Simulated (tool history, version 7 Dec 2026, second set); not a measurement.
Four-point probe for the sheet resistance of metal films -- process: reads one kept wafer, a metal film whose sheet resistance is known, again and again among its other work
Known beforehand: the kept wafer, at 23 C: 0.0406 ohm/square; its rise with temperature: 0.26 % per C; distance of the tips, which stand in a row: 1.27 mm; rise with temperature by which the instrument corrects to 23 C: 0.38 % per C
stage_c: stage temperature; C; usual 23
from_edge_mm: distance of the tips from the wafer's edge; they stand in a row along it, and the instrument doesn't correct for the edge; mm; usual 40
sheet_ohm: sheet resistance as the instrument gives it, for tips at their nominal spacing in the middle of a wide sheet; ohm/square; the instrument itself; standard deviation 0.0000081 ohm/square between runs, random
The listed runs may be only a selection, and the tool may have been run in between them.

run	hour	stage_c	from_edge_mm	sheet_ohm
1	0.0	23	40	0.040531
2	75.7	23	40	0.040552
3	140.8	18	40	0.040808
4	230.8	18	7	0.041504
5	322.7	18	7	0.041488
6	393.1	18	7	0.041514
7	439.2	23	34	0.040582
8	509.7	23	34	0.040586
9	553.0	23	61	0.040571
10	605.0	23	11	0.040850
11	672.1	22	11	0.040924
12	728.4	27	9	0.040807
13	779.5	26	10	0.040779
14	855.9	24	57	0.040542
15	921.9	24	57	0.040544
16	991.5	19	46	0.040807
17	1076.9	19	46	0.040810
18	1121.9	28	7	0.041075
19	1207.7	27	8	0.040955

What if the next run were any one of these 3? Each begins from the tool's condition after run 19:
A	1276.8	21	40	?
B	1276.8	30	4	?
C	1276.8	23	11	?

run	sheet_ohm
A	0.040727
B	0.042333
C	0.040892
Take away the tool's hidden state, keep each run's random variation, and the runs would have read:
run	sheet_ohm
A	0.040717
B	0.042322
C	0.040882

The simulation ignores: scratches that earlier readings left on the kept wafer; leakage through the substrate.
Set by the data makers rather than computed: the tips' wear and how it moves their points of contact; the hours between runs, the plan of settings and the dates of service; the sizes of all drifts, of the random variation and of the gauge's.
